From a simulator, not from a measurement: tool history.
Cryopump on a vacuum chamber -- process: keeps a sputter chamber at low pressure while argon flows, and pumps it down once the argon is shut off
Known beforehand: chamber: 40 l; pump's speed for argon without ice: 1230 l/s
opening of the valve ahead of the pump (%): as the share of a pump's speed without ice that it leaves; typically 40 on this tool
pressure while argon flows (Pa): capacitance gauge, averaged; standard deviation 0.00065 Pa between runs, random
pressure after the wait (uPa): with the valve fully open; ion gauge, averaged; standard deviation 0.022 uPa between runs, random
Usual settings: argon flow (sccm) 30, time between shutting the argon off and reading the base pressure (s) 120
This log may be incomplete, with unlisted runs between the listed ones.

run    hour  argon flow (sccm)  time between shutting the argon off and reading the base pressure (s)  opening of the valve ahead of the pump (%)  pressure while argon flows (Pa)  pressure after the wait (uPa)
  1       0                 30                                                                    120                                          40                           0.1144                           1.13
  2    28.6                 30                                                                    120                                          40                           0.1148                           1.17
  3    56.2                 30                                                                    120                                          37                           0.1245                            1.2
  4    92.5                 30                                                                    120                                          37                            0.123                           1.21
  5   125.3                 30                                                                    120                                          37                           0.1237                           1.26
  6   169.7                 30                                                                    120                                          37                           0.1251                           1.24
  7   195.6                 30                                                                    120                                          37                           0.1243                           1.27
  8   234.8                 30                                                                    120                                          40                            0.117                           1.26
  9   278.6                 30                                                                    120                                          40                           0.1184                           1.27
 10   313.3                 30                                                                    120                                          40                           0.1189                           1.29
 11   351.2                 30                                                                    199                                          40                           0.1197                           1.23
 12   383.4                 30                                                                    199                                          40                           0.1195                           1.23
 13   425.2                 19                                                                    199                                          40                           0.0758                           1.29
 14   450.4                 19                                                                    199                                          40                           0.0762                           1.27
 15   475.3                 19                                                                    199                                          40                           0.0776                           1.31
 16   502.6                 19                                                                    199                                          40                           0.0772                            1.3
 17   555.8                 34                                                                     28                                          40                           0.1412                           2.52
 18   579.4                 17                                                                    144                                          26                           0.1007                           1.46
 19   602.4                 14                                                                     44                                          17                           0.1236                           2.01
      640.3  -- pump warmed up, emptied and cooled again
 20   649.5                 16                                                                    120                                          40                           0.0548                           1.12
 21   690.2                 16                                                                    120                                          40                           0.0558                           1.14
 22   724.8                 16                                                                    120                                          40                           0.0561                           1.12
 23   760.9                 16                                                                    120                                          40                           0.0548                           1.14
 24   812.8                 35                                                                     51                                          53                           0.0933                           1.57
 25     850                 35                                                                     51                                          53                           0.0935                           1.63
 26   877.4                 35                                                                     51                                          53                           0.0949                           1.65
 27   925.7                 30                                                                    286                                          58                           0.0741                           1.01
 28   954.8                 26                                                                    286                                          39                           0.0935                           1.03
 29   977.5                 14                                                                    120                                          40                           0.0495                           1.21
 30  1011.1                 14                                                                     24                                          40                           0.0502                           2.53

What will run 31 give?
 31  1039.9                 14                                                                     24                                          40                                ?                              ?

{"run 31": {"pressure while argon flows (Pa)": 0.0499, "pressure after the wait (uPa)": 2.55}}
With no hidden state in the tool, this same run would have given pressure while argon flows (Pa) 0.0479, pressure after the wait (uPa) 1.86.

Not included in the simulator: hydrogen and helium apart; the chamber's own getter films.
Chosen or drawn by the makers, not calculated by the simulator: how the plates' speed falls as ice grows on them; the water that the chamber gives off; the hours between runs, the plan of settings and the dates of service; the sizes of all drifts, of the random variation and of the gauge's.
